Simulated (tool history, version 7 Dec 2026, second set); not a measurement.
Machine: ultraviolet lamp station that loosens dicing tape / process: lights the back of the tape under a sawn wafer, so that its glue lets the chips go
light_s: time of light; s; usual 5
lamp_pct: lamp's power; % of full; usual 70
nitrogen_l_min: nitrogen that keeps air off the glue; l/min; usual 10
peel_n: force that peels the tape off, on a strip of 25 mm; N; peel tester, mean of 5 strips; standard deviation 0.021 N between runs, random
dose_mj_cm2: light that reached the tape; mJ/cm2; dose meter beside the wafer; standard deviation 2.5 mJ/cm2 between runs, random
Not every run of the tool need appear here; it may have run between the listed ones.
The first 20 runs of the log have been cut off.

Run 21, day 56.500: usual settings. Result: peel_n 1.138 N, dose_mj_cm2 270 mJ/cm2.
Run 22, day 59.392: usual settings. Result: peel_n 1.227 N, dose_mj_cm2 269 mJ/cm2.
Run 23, day 62.546: usual settings but light_s 2 s, lamp_pct 86 % of full. Result: peel_n 3.223 N, dose_mj_cm2 127 mJ/cm2.
Run 24, day 64.642: usual settings but light_s 2 s, lamp_pct 86 % of full, nitrogen_l_min 7 l/min. Result: peel_n 3.926 N, dose_mj_cm2 126 mJ/cm2.
Run 25, day 66.517: usual settings but lamp_pct 84 % of full. Result: peel_n 0.991 N, dose_mj_cm2 301 mJ/cm2.
Run 26, day 70.171: usual settings but light_s 8 s, lamp_pct 60 % of full, nitrogen_l_min 6 l/min. Result: peel_n 1.250 N, dose_mj_cm2 334 mJ/cm2.
Run 27, day 73.812: usual settings but light_s 8 s, lamp_pct 60 % of full, nitrogen_l_min 6 l/min. Result: peel_n 1.286 N, dose_mj_cm2 322 mJ/cm2.
Run 28, day 76.383: usual settings but light_s 8 s, lamp_pct 60 % of full, nitrogen_l_min 6 l/min. Result: peel_n 1.351 N, dose_mj_cm2 313 mJ/cm2.
Run 29, day 78.817: usual settings but lamp_pct 77 % of full, nitrogen_l_min 11 l/min. Result: peel_n 1.374 N, dose_mj_cm2 244 mJ/cm2.
Run 30, day 82.142: usual settings but light_s 8 s, lamp_pct 77 % of full, nitrogen_l_min 4 l/min. Result: peel_n 1.336 N, dose_mj_cm2 379 mJ/cm2.
At day 82.862: window cleaned of glue's vapour.
Run 31, day 84.321: usual settings but light_s 6 s, lamp_pct 81 % of full, nitrogen_l_min 4 l/min. Result: peel_n 1.745 N, dose_mj_cm2 315 mJ/cm2.
Run 32, day 86.158: usual settings but light_s 6 s, lamp_pct 73 % of full, nitrogen_l_min 4 l/min. Result: peel_n 2.057 N, dose_mj_cm2 277 mJ/cm2.
Run 33, day 88.662: usual settings but lamp_pct 68 % of full, nitrogen_l_min 4 l/min. Result: peel_n 2.983 N, dose_mj_cm2 211 mJ/cm2.
Run 34, day 92.250: usual settings but light_s 3 s, lamp_pct 64 % of full. Result: peel_n 3.699 N, dose_mj_cm2 117 mJ/cm2.
Run 35, day 94.608: usual settings but light_s 7 s, lamp_pct 68 % of full, nitrogen_l_min 3 l/min. Result: peel_n 2.639 N, dose_mj_cm2 274 mJ/cm2.
Run 36, day 96.975: usual settings but light_s 3 s, lamp_pct 63 % of full, nitrogen_l_min 11 l/min. Result: peel_n 3.785 N, dose_mj_cm2 105 mJ/cm2.
Run 37, day 100.075: usual settings but light_s 3 s, lamp_pct 63 % of full, nitrogen_l_min 11 l/min. Result: peel_n 3.679 N, dose_mj_cm2 102 mJ/cm2.
Run 38, day 102.108: usual settings but light_s 3 s, lamp_pct 63 % of full, nitrogen_l_min 18 l/min. Result: peel_n 3.157 N, dose_mj_cm2 102 mJ/cm2.
Run 39, day 103.971: usual settings but light_s 2 s, lamp_pct 63 % of full, nitrogen_l_min 14 l/min. Result: peel_n 4.691 N, dose_mj_cm2 62 mJ/cm2.
Run 40, day 106.746: usual settings but light_s 2 s, lamp_pct 63 % of full, nitrogen_l_min 14 l/min. Result: peel_n 4.779 N, dose_mj_cm2 63 mJ/cm2.
Run 41, day 108.688: usual settings but light_s 8 s, lamp_pct 63 % of full, nitrogen_l_min 3 l/min. Result: peel_n 2.868 N, dose_mj_cm2 251 mJ/cm2.
Run 42, day 110.488: usual settings but light_s 2 s, nitrogen_l_min 8 l/min. Result: peel_n 5.016 N, dose_mj_cm2 68 mJ/cm2.
At day 111.892: lamp changed.
Run 43, day 112.225: usual settings but light_s 8 s, lamp_pct 86 % of full, nitrogen_l_min 7 l/min. Result: peel_n 0.442 N, dose_mj_cm2 549 mJ/cm2.
Run 44, day 114.275: usual settings but light_s 3 s, lamp_pct 61 % of full, nitrogen_l_min 7 l/min. Result: peel_n 3.304 N, dose_mj_cm2 140 mJ/cm2.

Here are 3 independent what-if runs from the current tool condition. What would each one return?
Run A, day 116.596: usual settings but nitrogen_l_min 18 l/min. Result: peel_n ?, dose_mj_cm2 ?.
Run B, day 116.596: usual settings but light_s 6 s, nitrogen_l_min 9 l/min. Result: peel_n ?, dose_mj_cm2 ?.
Run C, day 116.596: usual settings but nitrogen_l_min 6 l/min. Result: peel_n ?, dose_mj_cm2 ?.

run  peel_n  dose_mj_cm2
  A   0.820          267
  B   0.941          320
  C   1.743          267
Without the tool's hidden state the same runs would have given:
run  peel_n  dose_mj_cm2
  A   0.674          296
  B   0.777          355
  C   1.490          296
